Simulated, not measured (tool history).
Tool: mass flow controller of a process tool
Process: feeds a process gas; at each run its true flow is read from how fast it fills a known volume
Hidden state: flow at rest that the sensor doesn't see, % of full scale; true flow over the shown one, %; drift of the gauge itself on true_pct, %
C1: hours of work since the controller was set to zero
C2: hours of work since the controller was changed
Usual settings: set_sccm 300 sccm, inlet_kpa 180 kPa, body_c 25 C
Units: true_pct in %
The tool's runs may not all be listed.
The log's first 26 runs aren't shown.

Run 27, day 64.592: usual settings but inlet_kpa 205 kPa, body_c 39 C; C1 1736; C2 1736. Result: true_pct 99.79 %.
Run 28, day 67.554: usual settings but set_sccm 349 sccm, inlet_kpa 230 kPa; C1 1771; C2 1771. Result: true_pct 99.14 %.
Run 29, day 69.342: usual settings but set_sccm 203 sccm, inlet_kpa 280 kPa; C1 1792; C2 1792. Result: true_pct 98.6 %.
Run 30, day 70.95: usual settings but set_sccm 203 sccm, inlet_kpa 206 kPa, body_c 20 C; C1 1811; C2 1811. Result: true_pct 97.95 %.
Run 31, day 73.221: usual settings but set_sccm 203 sccm, inlet_kpa 206 kPa, body_c 20 C; C1 1838; C2 1838. Result: true_pct 98.19 %.
Run 32, day 76.033: usual settings but set_sccm 400 sccm, inlet_kpa 167 kPa, body_c 26 C; C1 1871; C2 1871. Result: true_pct 99.3 %.
Run 33, day 77.804: usual settings but set_sccm 400 sccm, inlet_kpa 167 kPa, body_c 27 C; C1 1892; C2 1892. Result: true_pct 99.5 %.
Run 34, day 81.396: usual settings but set_sccm 400 sccm, inlet_kpa 167 kPa, body_c 27 C; C1 1934; C2 1934. Result: true_pct 99.5 %.
Run 35, day 84.075: usual settings but inlet_kpa 146 kPa; C1 1966; C2 1966. Result: true_pct 98.84 %.
Run 36, day 86.379: usual settings but set_sccm 288 sccm, body_c 22 C; C1 1993; C2 1993. Result: true_pct 98.59 %.

Forecast each of these 4 alternatives for the next run:
Run A, day 88.088: usual settings but set_sccm 135 sccm, inlet_kpa 179 kPa, body_c 31 C; C1 2013; C2 2013. Result: true_pct ?.
Run B, day 88.088: usual settings but set_sccm 288 sccm, inlet_kpa 156 kPa, body_c 22 C; C1 2013; C2 2013. Result: true_pct ?.
Run C, day 88.088: usual settings but set_sccm 62 sccm, body_c 31 C; C1 2013; C2 2013. Result: true_pct ?.
Run D, day 88.088: usual settings but set_sccm 370 sccm, body_c 22 C; C1 2013; C2 2013. Result: true_pct ?.

run  true_pct
  A     98.32
  B     98.48
  C     97.83
  D     98.94
Without the tool's hidden state the same runs would have given:
run  true_pct
  A     98.32
  B     98.48
  C     97.84
  D     98.94
